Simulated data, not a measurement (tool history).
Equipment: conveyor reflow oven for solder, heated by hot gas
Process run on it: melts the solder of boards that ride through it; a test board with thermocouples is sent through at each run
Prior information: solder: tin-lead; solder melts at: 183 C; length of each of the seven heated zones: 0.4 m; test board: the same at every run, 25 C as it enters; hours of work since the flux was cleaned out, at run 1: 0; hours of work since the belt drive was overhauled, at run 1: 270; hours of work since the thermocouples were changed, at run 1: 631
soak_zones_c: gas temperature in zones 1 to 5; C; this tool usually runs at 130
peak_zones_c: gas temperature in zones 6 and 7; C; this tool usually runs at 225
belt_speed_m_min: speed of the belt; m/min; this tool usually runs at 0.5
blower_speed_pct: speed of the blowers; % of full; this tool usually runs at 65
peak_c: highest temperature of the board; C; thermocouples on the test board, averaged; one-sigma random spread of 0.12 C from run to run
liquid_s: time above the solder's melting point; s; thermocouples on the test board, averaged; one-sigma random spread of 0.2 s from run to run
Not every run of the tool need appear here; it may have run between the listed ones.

run   hour  soak_zones_c  peak_zones_c  belt_speed_m_min  blower_speed_pct  hours of work since the flux was cleaned out  hours of work since the belt drive was overhauled  hours of work since the thermocouples were changed  peak_c  liquid_s
  1      0           130           225               0.5                65                                             0                                                270                                                 631   211.7      64.2
  2   44.5           130           225               0.5                65                                            27                                                298                                                 658   211.5      64.2
  3  115.7           130           225               0.5                65                                            71                                                342                                                 702   211.6      63.8
  4  165.8           130           225               0.5                65                                           102                                                372                                                 733   211.4        64
  5    238           132           225               0.5                65                                           146                                                417                                                 777   211.9      65.3
  6  287.3           132           215               0.5                65                                           177                                                447                                                 807   202.8      53.9
  7  363.5           130           225               0.5                65                                           223                                                494                                                 854   211.6      64.1
  8  423.5           130           235             0.555                65                                           260                                                531                                                 891     217        62
  9  501.5           145           235             0.555                77                                           308                                                579                                                 939   222.1      73.5
 10  555.5           130           227              0.59                65                                           342                                                612                                                 972   207.6      48.6
     565.9  -- flux residue cleaned out of gas plates and filters
 11  598.5           130           235              0.59                70                                            20                                                635                                                 996   214.8      56.4
 12    676           130           235              0.59                70                                            68                                                683                                                1043   214.8      56.1
 13  747.1           130           235              0.59                70                                           111                                                727                                                1087   214.7      56.4
     829.9  -- flux residue cleaned out of gas plates and filters, once more
 14  834.4           117           219             0.443                68                                             3                                                777                                                1138   209.6      67.6

Below are 5 alternative next runs, each starting from the tool's condition after run 14. Predict each:
  A   879           117           219             0.564                54                                            30                                                805                                                1165       ?         ?
  B   879           117           214             0.486                75                                            30                                                805                                                1165       ?         ?
  C   879           132           225               0.5                77                                            30                                                805                                                1165       ?         ?
  D   879           141           239             0.582                68                                            30                                                805                                                1165       ?         ?
  E   879           125           219             0.443                68                                            30                                                805                                                1165       ?         ?

run  peak_c  liquid_s
  A   197.6      32.9
  B   203.8      53.6
  C   215.3      71.1
  D   223.1      68.7
  E   210.3      72.4
With the hidden condition removed and each run's random variation left untouched, the same runs would have given:
run  peak_c  liquid_s
  A   195.5      28.6
  B   201.9      49.4
  C   213.4      67.7
  D   221.1      65.7
  E   208.4      68.2
